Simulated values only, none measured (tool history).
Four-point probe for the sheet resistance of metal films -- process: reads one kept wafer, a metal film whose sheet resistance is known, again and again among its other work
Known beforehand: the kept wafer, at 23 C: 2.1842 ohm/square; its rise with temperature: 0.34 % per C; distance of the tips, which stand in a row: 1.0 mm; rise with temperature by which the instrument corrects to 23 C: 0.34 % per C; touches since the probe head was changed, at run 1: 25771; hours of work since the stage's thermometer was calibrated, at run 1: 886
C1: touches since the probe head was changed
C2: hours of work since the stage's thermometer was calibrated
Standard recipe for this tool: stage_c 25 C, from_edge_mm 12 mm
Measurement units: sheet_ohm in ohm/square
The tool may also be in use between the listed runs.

run 1 hour=0.0 | stage_c=25 from_edge_mm=12 | C1=25771 C2=886 | sheet_ohm=2.187620
run 2 hour=18.3 | stage_c=25 from_edge_mm=12 | C1=26126 C2=894 | sheet_ohm=2.188469
run 3 hour=47.6 | stage_c=25 from_edge_mm=55 | C1=26691 C2=906 | sheet_ohm=2.180867
run 4 hour=89.9 | stage_c=25 from_edge_mm=50 | C1=27508 C2=923 | sheet_ohm=2.180413
run 5 hour=127.1 | stage_c=25 from_edge_mm=50 | C1=28228 C2=939 | sheet_ohm=2.181188
run 6 hour=148.9 | stage_c=25 from_edge_mm=50 | C1=28649 C2=947 | sheet_ohm=2.181513
run 7 hour=186.8 | stage_c=25 from_edge_mm=50 | C1=29382 C2=963 | sheet_ohm=2.182541
run 8 hour=227.0 | stage_c=23 from_edge_mm=12 | C1=30159 C2=980 | sheet_ohm=2.189346
run 9 hour=245.7 | stage_c=23 from_edge_mm=12 | C1=30519 C2=987 | sheet_ohm=2.189470
run 10 hour=286.6 | stage_c=23 from_edge_mm=9 | C1=31310 C2=1004 | sheet_ohm=2.195453
run 11 hour=307.5 | stage_c=25 from_edge_mm=12 | C1=31714 C2=1013 | sheet_ohm=2.189709
-- hour=311.9 stage's thermometer calibrated
run 12 hour=344.4 | stage_c=25 from_edge_mm=12 | C1=32417 C2=13 | sheet_ohm=2.190349
run 13 hour=372.8 | stage_c=25 from_edge_mm=12 | C1=32966 C2=25 | sheet_ohm=2.190875
run 14 hour=400.7 | stage_c=25 from_edge_mm=12 | C1=33506 C2=36 | sheet_ohm=2.191420
run 15 hour=439.7 | stage_c=25 from_edge_mm=4 | C1=34260 C2=52 | sheet_ohm=2.254188
run 16 hour=463.5 | stage_c=31 from_edge_mm=12 | C1=34719 C2=62 | sheet_ohm=2.192513
run 17 hour=492.7 | stage_c=32 from_edge_mm=10 | C1=35284 C2=74 | sheet_ohm=2.196706
run 18 hour=525.8 | stage_c=32 from_edge_mm=41 | C1=35924 C2=88 | sheet_ohm=2.185809
run 19 hour=557.7 | stage_c=18 from_edge_mm=71 | C1=36541 C2=101 | sheet_ohm=2.182948
-- hour=580.5 stage's thermometer calibrated, once more
run 20 hour=589.5 | stage_c=18 from_edge_mm=19 | C1=37145 C2=4 | sheet_ohm=2.184858
run 21 hour=617.7 | stage_c=24 from_edge_mm=5 | C1=37690 C2=15 | sheet_ohm=2.229205
run 22 hour=653.6 | stage_c=18 from_edge_mm=61 | C1=38385 C2=30 | sheet_ohm=2.183468
run 23 hour=693.4 | stage_c=29 from_edge_mm=33 | C1=39153 C2=46 | sheet_ohm=2.186182
run 24 hour=724.1 | stage_c=24 from_edge_mm=45 | C1=39746 C2=59 | sheet_ohm=2.185177
run 25 hour=767.2 | stage_c=24 from_edge_mm=45 | C1=40579 C2=77 | sheet_ohm=2.184889
run 26 hour=807.2 | stage_c=26 from_edge_mm=17 | C1=41353 C2=93 | sheet_ohm=2.189443
run 27 hour=845.2 | stage_c=25 from_edge_mm=8 | C1=42087 C2=109 | sheet_ohm=2.203458
run 28 hour=879.3 | stage_c=31 from_edge_mm=8 | C1=42747 C2=123 | sheet_ohm=2.204800

Below are 3 alternative next runs, each starting from the tool's condition after run 28. Predict each:
run A hour=908.7 | stage_c=24 from_edge_mm=12 | C1=43315 C2=135 | sheet_ohm=?
run B hour=908.7 | stage_c=32 from_edge_mm=66 | C1=43315 C2=135 | sheet_ohm=?
run C hour=908.7 | stage_c=26 from_edge_mm=25 | C1=43315 C2=135 | sheet_ohm=?

run=A sheet_ohm=2.193984
run=B sheet_ohm=2.187399
run=C sheet_ohm=2.187352
What these runs would have given with no unlogged condition in the tool:
run=A sheet_ohm=2.192963
run=B sheet_ohm=2.186386
run=C sheet_ohm=2.186335
